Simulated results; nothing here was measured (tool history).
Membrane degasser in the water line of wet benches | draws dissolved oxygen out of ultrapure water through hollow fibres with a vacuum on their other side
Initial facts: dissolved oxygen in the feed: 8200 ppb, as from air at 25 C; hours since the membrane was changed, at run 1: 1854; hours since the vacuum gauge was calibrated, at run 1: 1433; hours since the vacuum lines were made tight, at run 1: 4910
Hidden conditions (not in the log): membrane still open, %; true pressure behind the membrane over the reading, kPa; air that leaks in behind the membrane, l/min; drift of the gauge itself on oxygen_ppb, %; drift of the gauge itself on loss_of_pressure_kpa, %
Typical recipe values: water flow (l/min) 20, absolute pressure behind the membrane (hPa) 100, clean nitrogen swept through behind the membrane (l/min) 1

run     day  water flow (l/min)  absolute pressure behind the membrane (hPa)  clean nitrogen swept through behind the membrane (l/min)  hours since the membrane was changed  hours since the vacuum gauge was calibrated  hours since the vacuum lines were made tight  dissolved oxygen in the water behind the degasser (ppb)  pressure that the water loses in the fibres (hPa)
  1       0                  20                                          100                                                         1                                  1854                                         1433                                          4910                                                    367.3                                              380.9
  2   1.058                  20                                          100                                                         1                                  1879                                         1459                                          4935                                                    352.1                                              380.7
  3   2.954                  17                                          100                                                         1                                  1925                                         1504                                          4981                                                    310.4                                              321.9
  4   5.025                  17                                           69                                                         1                                  1975                                         1554                                          5030                                                      194                                              325.1
  5   6.962                  20                                          100                                                      0.65                                  2021                                         1601                                          5077                                                    493.8                                              384.2
  6   8.412                  30                                          100                                                         1                                  2056                                         1635                                          5112                                                    544.6                                              575.6
  7   9.971                  20                                          196                                                       2.6                                  2093                                         1673                                          5149                                                    361.8                                              388.2
  8  11.179                  20                                          196                                                       2.6                                  2122                                         1702                                          5178                                                      365                                              382.8
  9  13.254                  20                                          196                                                       2.6                                  2172                                         1752                                          5228                                                    362.8                                              381.5
 10  14.892                  20                                          196                                                       2.6                                  2211                                         1791                                          5267                                                    367.1                                              382.4

Here are 3 independent what-if runs from the current tool condition. What would each one return?
  A  16.158                  12                                          100                                                       0.5                                  2242                                         1821                                          5298                                                        ?                                                  ?
  B  16.158                  20                                          143                                                      1.36                                  2242                                         1821                                          5298                                                        ?                                                  ?
  C  16.158                  20                                          173                                                       2.6                                  2242                                         1821                                          5298                                                        ?                                                  ?

run  dissolved oxygen in the water behind the degasser (ppb)  pressure that the water loses in the fibres (hPa)
  A                                                    380.9                                              229.2
  B                                                    434.8                                              383.1
  C                                                    324.4                                              379.6
The same runs, with their run-to-run variation unchanged, on a tool lacking any hidden condition would have given:
run  dissolved oxygen in the water behind the degasser (ppb)  pressure that the water loses in the fibres (hPa)
  A                                                    357.6                                              220.9
  B                                                      409                                              369.1
  C                                                      302                                              365.7
